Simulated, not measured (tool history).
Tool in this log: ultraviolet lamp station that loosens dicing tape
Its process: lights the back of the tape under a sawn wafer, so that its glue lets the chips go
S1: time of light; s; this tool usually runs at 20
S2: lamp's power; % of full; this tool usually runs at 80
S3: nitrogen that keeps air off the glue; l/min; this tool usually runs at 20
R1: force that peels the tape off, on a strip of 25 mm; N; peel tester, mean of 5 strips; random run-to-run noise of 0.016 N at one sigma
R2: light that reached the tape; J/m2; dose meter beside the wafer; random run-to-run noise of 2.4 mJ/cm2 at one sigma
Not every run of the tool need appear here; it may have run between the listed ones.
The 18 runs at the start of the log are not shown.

Run 19, hour 232.1: usual settings but S3 7 l/min. Result: R1 1.583 N, R2 2640 J/m2.
Run 20, hour 247.5: usual settings but S3 7 l/min. Result: R1 1.582 N, R2 2650 J/m2.
Run 21, hour 262.7: usual settings but S3 7 l/min. Result: R1 1.571 N, R2 2600 J/m2.
Run 22, hour 275.3: usual settings but S3 7 l/min. Result: R1 1.571 N, R2 2650 J/m2.
Run 23, hour 289.5: usual settings but S1 34 s, S2 91 % of full, S3 8 l/min. Result: R1 0.425 N, R2 5090 J/m2.
Run 24, hour 300.6: usual settings but S1 18 s, S2 92 % of full, S3 35 l/min. Result: R1 0.506 N, R2 2740 J/m2.
Run 25, hour 315.2: usual settings but S1 11 s, S2 100 % of full. Result: R1 1.503 N, R2 1820 J/m2.
Run 26, hour 323.6: usual settings but S1 18 s, S2 65 % of full, S3 26 l/min. Result: R1 1.187 N, R2 1950 J/m2.
Run 27, hour 331.0: usual settings but S1 18 s, S2 65 % of full, S3 26 l/min. Result: R1 1.187 N, R2 1970 J/m2.
Run 28, hour 343.8: usual settings but S1 18 s, S2 65 % of full, S3 26 l/min. Result: R1 1.165 N, R2 1900 J/m2.
Run 29, hour 352.9: usual settings but S1 18 s, S2 65 % of full, S3 26 l/min. Result: R1 1.223 N, R2 1920 J/m2.
Run 30, hour 364.8: usual settings but S1 21 s, S2 73 % of full, S3 30 l/min. Result: R1 0.633 N, R2 2490 J/m2.
Run 31, hour 377.6: usual settings but S3 28 l/min. Result: R1 0.610 N, R2 2640 J/m2.
Run 32, hour 389.2: usual settings but S2 63 % of full, S3 11 l/min. Result: R1 1.699 N, R2 2060 J/m2.
Run 33, hour 402.9: usual settings but S1 19 s, S2 73 % of full, S3 9 l/min. Result: R1 1.707 N, R2 2270 J/m2.
Run 34, hour 412.7: usual settings but S1 19 s, S2 75 % of full, S3 37 l/min. Result: R1 0.682 N, R2 2340 J/m2.
Run 35, hour 426.1: usual settings but S1 21 s, S2 91 % of full, S3 12 l/min. Result: R1 0.814 N, R2 3140 J/m2.
Run 36, hour 439.1: usual settings but S1 21 s, S2 63 % of full, S3 12 l/min. Result: R1 1.505 N, R2 2180 J/m2.
Run 37, hour 451.5: usual settings but S1 21 s, S2 63 % of full, S3 12 l/min. Result: R1 1.504 N, R2 2190 J/m2.
Run 38, hour 461.4: usual settings but S1 21 s, S2 63 % of full, S3 12 l/min. Result: R1 1.549 N, R2 2170 J/m2.
Run 39, hour 468.8: usual settings but S1 17 s, S2 61 % of full, S3 10 l/min. Result: R1 2.379 N, R2 1710 J/m2.
Run 40, hour 478.0: usual settings but S1 17 s, S2 61 % of full, S3 10 l/min. Result: R1 2.278 N, R2 1670 J/m2.
Run 41, hour 494.4: usual settings but S1 29 s, S2 61 % of full, S3 10 l/min. Result: R1 1.055 N, R2 2920 J/m2.
Run 42, hour 503.4: usual settings but S1 29 s, S2 61 % of full, S3 10 l/min. Result: R1 1.023 N, R2 2890 J/m2.

Branching from run 42: 3 alternative next runs. What would each branch give?
Run A, hour 513.7: usual settings but S1 29 s, S2 61 % of full, S3 19 l/min. Result: R1 ?, R2 ?.
Run B, hour 513.7: usual settings but S3 9 l/min. Result: R1 ?, R2 ?.
Run C, hour 513.7: usual settings but S1 11 s, S2 76 % of full, S3 8 l/min. Result: R1 ?, R2 ?.

run     R1    R2
  A  0.687  2920
  B  1.334  2600
  C  3.210  1380
Stripped of hidden state, with their random variation kept, the same runs would have yielded:
run     R1    R2
  A  0.684  2920
  B  1.330  2610
  C  3.205  1380
